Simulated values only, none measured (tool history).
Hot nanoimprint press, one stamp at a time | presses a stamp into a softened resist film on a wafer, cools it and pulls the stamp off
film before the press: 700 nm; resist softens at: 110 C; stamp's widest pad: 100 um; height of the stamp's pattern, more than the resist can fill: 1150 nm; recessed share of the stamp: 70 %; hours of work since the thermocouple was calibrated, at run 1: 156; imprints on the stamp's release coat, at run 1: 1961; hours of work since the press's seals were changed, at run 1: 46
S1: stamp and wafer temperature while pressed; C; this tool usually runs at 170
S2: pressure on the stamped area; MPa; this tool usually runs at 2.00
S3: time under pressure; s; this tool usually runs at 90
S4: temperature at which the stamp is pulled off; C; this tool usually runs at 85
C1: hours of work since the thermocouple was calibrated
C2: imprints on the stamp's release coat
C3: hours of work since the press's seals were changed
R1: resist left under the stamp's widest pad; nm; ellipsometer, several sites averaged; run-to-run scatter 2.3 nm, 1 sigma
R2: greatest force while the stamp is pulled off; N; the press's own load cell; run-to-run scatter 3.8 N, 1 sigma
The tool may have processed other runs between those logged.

run 1 hour=0.0 | S1=170 S2=2.00 S3=90 S4=85 | C1=156 C2=1961 C3=46 | R1=357.8 R2=227
run 2 hour=12.0 | S1=170 S2=1.93 S3=90 S4=85 | C1=161 C2=1991 C3=50 | R1=368.9 R2=230
run 3 hour=33.6 | S1=170 S2=1.93 S3=90 S4=85 | C1=170 C2=2046 C3=59 | R1=367.8 R2=230
run 4 hour=46.9 | S1=170 S2=1.93 S3=90 S4=85 | C1=175 C2=2080 C3=65 | R1=364.1 R2=227
run 5 hour=61.6 | S1=170 S2=2.00 S3=169 S4=85 | C1=181 C2=2118 C3=71 | R1=286.7 R2=224
run 6 hour=75.3 | S1=170 S2=2.00 S3=90 S4=89 | C1=187 C2=2153 C3=76 | R1=362.9 R2=214
run 7 hour=89.2 | S1=170 S2=2.00 S3=90 S4=85 | C1=192 C2=2189 C3=82 | R1=361.4 R2=228
run 8 hour=102.4 | S1=170 S2=2.00 S3=90 S4=85 | C1=198 C2=2222 C3=87 | R1=362.1 R2=222
-- hour=115.4 stamp cleaned and given a new release coat
run 9 hour=133.4 | S1=170 S2=2.00 S3=90 S4=85 | C1=208 C2=46 C3=97 | R1=361.0 R2=187
run 10 hour=145.4 | S1=170 S2=2.00 S3=90 S4=85 | C1=213 C2=77 C3=102 | R1=361.3 R2=178
run 11 hour=168.6 | S1=170 S2=2.93 S3=90 S4=85 | C1=222 C2=136 C3=111 | R1=298.0 R2=188
run 12 hour=181.0 | S1=170 S2=2.93 S3=90 S4=85 | C1=227 C2=168 C3=116 | R1=302.6 R2=185
run 13 hour=199.3 | S1=170 S2=2.93 S3=90 S4=85 | C1=235 C2=215 C3=124 | R1=302.6 R2=184
run 14 hour=219.5 | S1=170 S2=2.93 S3=90 S4=85 | C1=243 C2=267 C3=132 | R1=299.0 R2=186

Forecast run 15:
run 15 hour=235.6 | S1=170 S2=2.93 S3=90 S4=85 | C1=249 C2=308 C3=139 | R1=? R2=?

R1: 300.0 nm
R2: 183 N
If the tool had no hidden condition, the same run with the same run-to-run variation would have returned R1 312.6 nm, R2 181 N.
